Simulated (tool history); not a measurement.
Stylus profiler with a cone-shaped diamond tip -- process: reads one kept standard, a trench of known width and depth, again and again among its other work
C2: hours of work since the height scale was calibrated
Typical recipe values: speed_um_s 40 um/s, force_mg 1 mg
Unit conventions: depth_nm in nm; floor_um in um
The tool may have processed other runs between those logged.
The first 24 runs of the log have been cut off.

{"run": 25, "day": 27.85, "speed_um_s": 13, "force_mg": 0.42, "scans with this tip": 5900, "C2": 511, "depth_nm": 1005.44, "floor_um": 43.67}
{"run": 26, "day": 29.025, "speed_um_s": 103, "force_mg": 2.35, "scans with this tip": 6127, "C2": 531, "depth_nm": 1015.38, "floor_um": 43.29}
{"run": 27, "day": 30.475, "speed_um_s": 103, "force_mg": 2.35, "scans with this tip": 6407, "C2": 555, "depth_nm": 1015.11, "floor_um": 43.18}
{"run": 28, "day": 31.808, "speed_um_s": 103, "force_mg": 2.35, "scans with this tip": 6664, "C2": 578, "depth_nm": 1015.77, "floor_um": 43.09}
{"run": 29, "day": 32.571, "speed_um_s": 103, "force_mg": 2.35, "scans with this tip": 6812, "C2": 590, "depth_nm": 1015.88, "floor_um": 43.07}
{"run": 30, "day": 33.671, "speed_um_s": 110, "force_mg": 1.13, "scans with this tip": 7024, "C2": 609, "depth_nm": 1010.22, "floor_um": 42.71}
{"run": 31, "day": 35.262, "speed_um_s": 40, "force_mg": 1.68, "scans with this tip": 7331, "C2": 636, "depth_nm": 1013.03, "floor_um": 43.17}
{"run": 32, "day": 36.162, "speed_um_s": 40, "force_mg": 1.68, "scans with this tip": 7505, "C2": 651, "depth_nm": 1013.18, "floor_um": 43.07}
{"run": 33, "day": 37.067, "speed_um_s": 38, "force_mg": 1.65, "scans with this tip": 7680, "C2": 666, "depth_nm": 1012.6, "floor_um": 43.04}
{"run": 34, "day": 37.775, "speed_um_s": 25, "force_mg": 0.42, "scans with this tip": 7817, "C2": 678, "depth_nm": 1006.3, "floor_um": 42.91}
{"run": 35, "day": 39.171, "speed_um_s": 25, "force_mg": 0.42, "scans with this tip": 8086, "C2": 701, "depth_nm": 1006.22, "floor_um": 42.88}
{"run": 36, "day": 40.104, "speed_um_s": 12, "force_mg": 2.76, "scans with this tip": 8266, "C2": 717, "depth_nm": 1017.53, "floor_um": 43.06}
{"run": 37, "day": 40.767, "speed_um_s": 17, "force_mg": 2.31, "scans with this tip": 8394, "C2": 728, "depth_nm": 1016.02, "floor_um": 42.99}

What if the next run were any one of these 4? Each begins from the tool's condition after run 37:
{"run": "A", "day": 41.662, "speed_um_s": 28, "force_mg": 2.31, "scans with this tip": 8567, "C2": 743, "depth_nm": "?", "floor_um": "?"}
{"run": "B", "day": 41.662, "speed_um_s": 25, "force_mg": 0.53, "scans with this tip": 8567, "C2": 743, "depth_nm": "?", "floor_um": "?"}
{"run": "C", "day": 41.662, "speed_um_s": 87, "force_mg": 2.31, "scans with this tip": 8567, "C2": 743, "depth_nm": "?", "floor_um": "?"}
{"run": "D", "day": 41.662, "speed_um_s": 49, "force_mg": 0.67, "scans with this tip": 8567, "C2": 743, "depth_nm": "?", "floor_um": "?"}

run=A depth_nm=1016.18 floor_um=42.9
run=B depth_nm=1007.22 floor_um=42.77
run=C depth_nm=1016.21 floor_um=42.59
run=D depth_nm=1007.91 floor_um=42.63
The same runs, with their run-to-run variation unchanged, on a tool lacking any hidden condition would have given:
run=A depth_nm=1014.48 floor_um=45.89
run=B depth_nm=1005.54 floor_um=45.76
run=C depth_nm=1014.51 floor_um=45.59
run=D depth_nm=1006.23 floor_um=45.62
